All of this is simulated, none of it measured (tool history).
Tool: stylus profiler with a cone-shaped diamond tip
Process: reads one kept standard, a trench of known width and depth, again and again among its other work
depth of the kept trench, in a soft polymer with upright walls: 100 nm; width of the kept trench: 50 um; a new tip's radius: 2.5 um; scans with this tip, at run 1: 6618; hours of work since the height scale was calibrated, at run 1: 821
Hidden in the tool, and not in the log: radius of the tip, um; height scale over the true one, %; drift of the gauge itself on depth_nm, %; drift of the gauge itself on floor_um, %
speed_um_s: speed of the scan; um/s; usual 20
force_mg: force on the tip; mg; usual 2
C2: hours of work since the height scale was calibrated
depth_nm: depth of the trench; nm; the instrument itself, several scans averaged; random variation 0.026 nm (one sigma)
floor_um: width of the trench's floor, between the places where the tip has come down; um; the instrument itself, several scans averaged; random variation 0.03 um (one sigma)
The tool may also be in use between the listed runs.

Run 1, hour 0: usual settings; scans with this tip 6618; C2 821. Result: depth_nm 101.25 nm, floor_um 47.49 um.
Run 2, hour 17.1: usual settings; scans with this tip 6714; C2 832. Result: depth_nm 101.29 nm, floor_um 47.42 um.
Run 3, hour 37.6: usual settings; scans with this tip 6829; C2 847. Result: depth_nm 101.24 nm, floor_um 47.42 um.
Run 4, hour 58.7: usual settings but force_mg 4.08 mg; scans with this tip 6948; C2 862. Result: depth_nm 102.12 nm, floor_um 47.49 um.
Run 5, hour 83.4: usual settings but force_mg 4.08 mg; scans with this tip 7087; C2 879. Result: depth_nm 102.11 nm, floor_um 47.48 um.
Run 6, hour 103.3: usual settings but force_mg 1.04 mg; scans with this tip 7199; C2 893. Result: depth_nm 100.76 nm, floor_um 47.39 um.
Run 7, hour 121.4: usual settings; scans with this tip 7301; C2 905. Result: depth_nm 101.23 nm, floor_um 47.37 um.
Run 8, hour 139.9: usual settings; scans with this tip 7405; C2 918. Result: depth_nm 101.21 nm, floor_um 47.33 um.
Run 9, hour 162.5: usual settings; scans with this tip 7532; C2 934. Result: depth_nm 101.21 nm, floor_um 47.34 um.
Run 10, hour 186.5: usual settings but speed_um_s 12 um/s; scans with this tip 7668; C2 951. Result: depth_nm 101.23 nm, floor_um 47.38 um.
Run 11, hour 207.4: usual settings but speed_um_s 12 um/s; scans with this tip 7785; C2 965. Result: depth_nm 101.17 nm, floor_um 47.33 um.
Run 12, hour 231.4: usual settings but speed_um_s 12 um/s; scans with this tip 7920; C2 982. Result: depth_nm 101.2 nm, floor_um 47.37 um.
Run 13, hour 254.1: usual settings but speed_um_s 12 um/s; scans with this tip 8048; C2 998. Result: depth_nm 101.22 nm, floor_um 47.29 um.
At hour 266.5: new tip fitted, height scale calibrated.
Run 14, hour 274.5: usual settings but speed_um_s 41 um/s, force_mg 1.13 mg; scans with this tip 45; C2 6. Result: depth_nm 100.93 nm, floor_um 48.32 um.
At hour 276.3: height scale calibrated on a step standard.
Run 15, hour 296.2: usual settings but speed_um_s 11 um/s, force_mg 0.92 mg; scans with this tip 164; C2 14. Result: depth_nm 100.82 nm, floor_um 48.46 um.
Run 16, hour 313.5: usual settings but speed_um_s 6 um/s, force_mg 0.69 mg; scans with this tip 262; C2 26. Result: depth_nm 100.68 nm, floor_um 48.46 um.

Forecast run 17:
Run 17, hour 330.4: usual settings but speed_um_s 7 um/s, force_mg 1.09 mg; scans with this tip 357; C2 38. Result: depth_nm ?, floor_um ?.

depth_nm: 100.89 nm
floor_um: 48.46 um
Without the tool's hidden state the same run would have given depth_nm 100.96 nm, floor_um 48.54 um.

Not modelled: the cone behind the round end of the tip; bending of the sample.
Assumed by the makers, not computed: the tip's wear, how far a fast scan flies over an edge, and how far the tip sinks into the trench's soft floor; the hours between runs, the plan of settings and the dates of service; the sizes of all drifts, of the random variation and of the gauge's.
